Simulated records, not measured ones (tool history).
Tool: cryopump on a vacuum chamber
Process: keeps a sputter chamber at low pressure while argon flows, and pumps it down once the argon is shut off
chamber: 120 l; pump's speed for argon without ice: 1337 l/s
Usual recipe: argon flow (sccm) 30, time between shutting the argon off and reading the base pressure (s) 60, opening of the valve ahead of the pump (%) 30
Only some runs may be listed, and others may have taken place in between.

run   hour  argon flow (sccm)  time between shutting the argon off and reading the base pressure (s)  opening of the valve ahead of the pump (%)  pressure while argon flows (Pa)  pressure after the wait (uPa)
  1      0                 30                                                                     60                                          30                           0.1285                           2.49
  2   16.5                 30                                                                     60                                          30                           0.1279                           2.49
  3   46.6                 30                                                                     60                                          30                           0.1291                           2.45
  4   79.2                 30                                                                     60                                          30                           0.1291                           2.48
  5   95.6                 30                                                                     60                                          30                           0.1285                           2.53
  6  115.3                 27                                                                     60                                          30                           0.1156                            2.5
  7  135.9                 27                                                                     60                                          30                           0.1153                           2.59
  8  153.3                 27                                                                     60                                          30                           0.1159                           2.48
  9    177                 30                                                                    110                                          30                            0.129                           1.91
 10  193.9                 30                                                                    110                                          30                            0.129                           1.94
 11  215.5                 30                                                                     60                                          30                           0.1301                           2.51
 12  234.4                 30                                                                     60                                          30                           0.1289                           2.57
 13  248.4                 30                                                                     60                                          30                           0.1297                           2.55
 14  268.2                 30                                                                     60                                          30                           0.1291                           2.64
 15  290.4                 42                                                                     60                                          30                           0.1811                           2.59
 16  310.5                 30                                                                     60                                          30                           0.1301                           2.58
 17  340.9                 30                                                                     60                                          30                             0.13                           2.63
 18    361                 30                                                                    124                                          30                           0.1307                           1.93
 19  379.5                 30                                                                    124                                          30                             0.13                           1.95
 20  397.9                 30                                                                    124                                          30                           0.1297                           2.01
 21  415.7                 29                                                                     39                                          49                           0.0787                           3.41
 22  442.1                 30                                                                     60                                          19                           0.2047                           2.71
 23  461.5                 30                                                                     94                                          30                           0.1305                           2.24
 24  494.4                 30                                                                     25                                          48                           0.0829                           4.48
 25  521.1                 49                                                                     60                                          30                           0.2144                            2.6
 26  535.6                 19                                                                     33                                          30                           0.0828                           3.65
 27  560.2                 26                                                                     60                                          22                           0.1532                           2.76
 28  589.6                 14                                                                     60                                          22                           0.0829                           2.75
 29  615.3                 14                                                                     60                                          22                           0.0822                           2.83
 30  636.4                 14                                                                     60                                          22                           0.0832                           2.82
 31  657.6                 14                                                                     60                                          22                           0.0827                           2.78
 32  677.6                 46                                                                     71                                          30                           0.2023                           2.62
 33  706.5                 16                                                                     71                                          26                           0.0801                           2.61
 34  736.7                 16                                                                     71                                          26                           0.0802                            2.6
 35  753.3                 16                                                                     71                                          26                           0.0811                            2.7

Below, some changes in pressure while argon flows (Pa) between adjacent runs. For each, the amount present without the hidden state too (settings, incoming material, random variation) and the amount remaining for the hidden state with gauge scatter not shared by both compared results:
What the log doesn't record here: pump's speed, % of a pump's without ice; cold plate's temperature, K; leak into the chamber, uPa l/s; drift of the gauge itself on working_pa, %; drift of the gauge itself on base_upa, %.
Run 21 -> 22: argon flow (sccm) 29 -> 30, time between shutting the argon off and reading the base pressure (s) 39 -> 60, opening of the valve ahead of the pump (%) 49 -> 19. pressure while argon flows (Pa) +0.126: hidden state +0.0002, all else +0.1258.
Run 24 -> 25: argon flow (sccm) 30 -> 49, time between shutting the argon off and reading the base pressure (s) 25 -> 60, opening of the valve ahead of the pump (%) 48 -> 30. pressure while argon flows (Pa) +0.1315: hidden state +0.003, all else +0.1285.
Run 25 -> 26: argon flow (sccm) 49 -> 19, time between shutting the argon off and reading the base pressure (s) 60 -> 33. pressure while argon flows (Pa) -0.1316: hidden state -0.0044, all else -0.1272.
Run 31 -> 32: argon flow (sccm) 14 -> 46, time between shutting the argon off and reading the base pressure (s) 60 -> 71, opening of the valve ahead of the pump (%) 22 -> 30. pressure while argon flows (Pa) +0.1196: hidden state +0.0058, all else +0.1138.
Run 32 -> 33: argon flow (sccm) 46 -> 16, opening of the valve ahead of the pump (%) 30 -> 26. pressure while argon flows (Pa) -0.1222: hidden state -0.0053, all else -0.1169.

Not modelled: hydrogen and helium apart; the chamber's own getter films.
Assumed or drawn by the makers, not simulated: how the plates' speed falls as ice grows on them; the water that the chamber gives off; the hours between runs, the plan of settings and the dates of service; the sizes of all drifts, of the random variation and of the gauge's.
